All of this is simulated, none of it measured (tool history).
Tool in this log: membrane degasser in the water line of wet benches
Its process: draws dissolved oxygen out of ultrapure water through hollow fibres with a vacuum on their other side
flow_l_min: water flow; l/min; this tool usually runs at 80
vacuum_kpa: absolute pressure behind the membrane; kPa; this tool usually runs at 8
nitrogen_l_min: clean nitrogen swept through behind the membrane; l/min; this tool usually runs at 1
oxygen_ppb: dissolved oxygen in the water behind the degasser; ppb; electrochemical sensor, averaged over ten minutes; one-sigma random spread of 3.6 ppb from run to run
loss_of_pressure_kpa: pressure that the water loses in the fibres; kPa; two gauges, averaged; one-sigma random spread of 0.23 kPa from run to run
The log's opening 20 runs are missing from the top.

run,hour,flow_l_min,vacuum_kpa,nitrogen_l_min,oxygen_ppb,loss_of_pressure_kpa
21,656,75,9.69,0.93,830.2,55.69
22,695.5,64,9.69,1.08,675.1,47.61
23,721.9,64,9.69,1.08,676.2,47.8
24,754.4,80,7.81,1.16,543.1,59.31
25,781.8,80,18.66,1,1780.6,59.16
26,804.1,80,18.66,1,1760.7,59.65
27,849.1,80,18.66,1,1765.6,59.32
28,873.4,106,17.44,1.55,1493.7,79.07
29,897.2,106,17.44,1.55,1484.9,78.5
30,921.3,106,17.44,1.56,1502,79.28
31,952.5,53,5.25,1.84,133.6,39.09

Forecast each of these 5 alternatives for the next run:
A,996.8,115,6.79,2.89,?,?
B,996.8,80,9.93,1.91,?,?
C,996.8,76,11.07,1.84,?,?
D,996.8,80,7.26,1,?,?
E,996.8,98,5.71,1.21,?,?

run,oxygen_ppb,loss_of_pressure_kpa
A,297.5,86.19
B,539.4,59.53
C,617.7,56.19
D,539.2,59.41
E,352.8,72.86
Without the tool's hidden state the same runs would have given:
run,oxygen_ppb,loss_of_pressure_kpa
A,285.6,84.89
B,528.3,58.63
C,606.8,55.34
D,522.6,58.51
E,334.5,71.76

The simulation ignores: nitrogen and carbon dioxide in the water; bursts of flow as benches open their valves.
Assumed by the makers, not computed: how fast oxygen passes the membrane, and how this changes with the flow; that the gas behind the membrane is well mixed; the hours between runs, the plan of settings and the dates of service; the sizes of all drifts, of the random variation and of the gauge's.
